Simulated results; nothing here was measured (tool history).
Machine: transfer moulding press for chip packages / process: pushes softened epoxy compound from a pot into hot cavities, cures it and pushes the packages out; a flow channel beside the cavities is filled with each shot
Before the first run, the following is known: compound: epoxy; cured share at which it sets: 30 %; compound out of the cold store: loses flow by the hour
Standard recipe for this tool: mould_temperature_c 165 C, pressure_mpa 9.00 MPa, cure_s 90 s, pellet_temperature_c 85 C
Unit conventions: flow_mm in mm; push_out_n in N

| run | hour | mould_temperature_c | pressure_mpa | cure_s | pellet_temperature_c | incoming compound's hours out of the cold store | flow_mm | push_out_n |
|---|---|---|---|---|---|---|---|---|
| 1 | 0.0 | 165 | 9.00 | 90 | 85 | 11.9 | 734 | 780 |
| 2 | 11.3 | 165 | 10.16 | 90 | 85 | 39.1 | 712 | 807 |
| 3 | 20.4 | 165 | 10.16 | 90 | 85 | 15.7 | 766 | 857 |
| 4 | 28.1 | 165 | 10.16 | 90 | 85 | 15.0 | 767 | 934 |
|  | 37.7 | cavities cleaned with cleaning compound and waxed |
| 5 | 39.0 | 165 | 10.16 | 90 | 85 | 13.0 | 772 | 631 |
|  | 46.7 | plunger's sealing rings changed |
| 6 | 51.3 | 165 | 10.16 | 90 | 85 | 30.7 | 757 | 677 |
| 7 | 62.9 | 165 | 10.16 | 90 | 85 | 22.5 | 782 | 771 |
| 8 | 71.5 | 165 | 10.16 | 90 | 85 | 24.6 | 773 | 802 |
| 9 | 83.0 | 165 | 10.16 | 90 | 85 | 36.4 | 739 | 899 |
| 10 | 91.6 | 165 | 6.99 | 90 | 85 | 39.4 | 617 | 870 |
|  | 98.0 | cavities cleaned with cleaning compound and waxed |
| 11 | 103.7 | 165 | 6.99 | 90 | 85 | 46.2 | 599 | 629 |
| 12 | 111.9 | 165 | 6.99 | 90 | 85 | 34.3 | 619 | 702 |
| 13 | 116.8 | 165 | 9.00 | 90 | 85 | 44.8 | 684 | 714 |
| 14 | 127.3 | 165 | 9.00 | 101 | 85 | 47.5 | 676 | 641 |
| 15 | 135.6 | 165 | 9.00 | 126 | 85 | 32.1 | 706 | 611 |
| 16 | 143.8 | 172 | 9.27 | 71 | 92 | 9.4 | 748 | 876 |
| 17 | 151.3 | 172 | 9.27 | 71 | 92 | 46.8 | 662 | 899 |
|  | 155.7 | cavities cleaned with cleaning compound and waxed |
| 18 | 163.6 | 169 | 10.13 | 71 | 92 | 11.2 | 784 | 848 |
| 19 | 172.4 | 169 | 10.13 | 78 | 90 | 45.1 | 714 | 737 |
| 20 | 181.5 | 169 | 10.13 | 78 | 90 | 15.8 | 776 | 803 |
| 21 | 188.5 | 166 | 9.00 | 115 | 85 | 34.6 | 697 | 634 |
| 22 | 194.0 | 168 | 9.00 | 90 | 91 | 18.7 | 726 | 727 |
| 23 | 200.5 | 171 | 9.00 | 102 | 91 | 23.3 | 707 | 632 |
| 24 | 209.0 | 171 | 10.77 | 113 | 85 | 29.2 | 757 | 648 |
|  | 213.1 | cavities cleaned with cleaning compound and waxed |
| 25 | 221.2 | 163 | 10.77 | 77 | 85 | 29.7 | 783 | 1059 |
| 26 | 229.1 | 169 | 10.77 | 77 | 91 | 40.5 | 734 | 691 |
| 27 | 238.2 | 169 | 10.77 | 77 | 91 | 33.4 | 753 | 779 |
| 28 | 246.9 | 169 | 8.76 | 90 | 84 | 8.4 | 742 | 675 |
| 29 | 256.0 | 165 | 8.07 | 90 | 88 | 43.4 | 644 | 869 |

Alternative continuations, all from the tool just after run 29; predict every row:
| A | 267.3 | 159 | 8.07 | 90 | 77 | 12.9 | ? | ? |
| B | 267.3 | 165 | 10.11 | 90 | 85 | 32.1 | ? | ? |
| C | 267.3 | 172 | 9.15 | 90 | 78 | 9.4 | ? | ? |
| D | 267.3 | 165 | 7.05 | 90 | 85 | 28.7 | ? | ? |

| run | flow_mm | push_out_n |
|---|---|---|
| A | 739 | 1571 |
| B | 747 | 881 |
| C | 744 | 698 |
| D | 626 | 931 |
The same runs, with their run-to-run variation unchanged, on a tool lacking any hidden condition would have given:
| run | flow_mm | push_out_n |
|---|---|---|
| A | 748 | 950 |
| B | 757 | 543 |
| C | 754 | 442 |
| D | 634 | 578 |
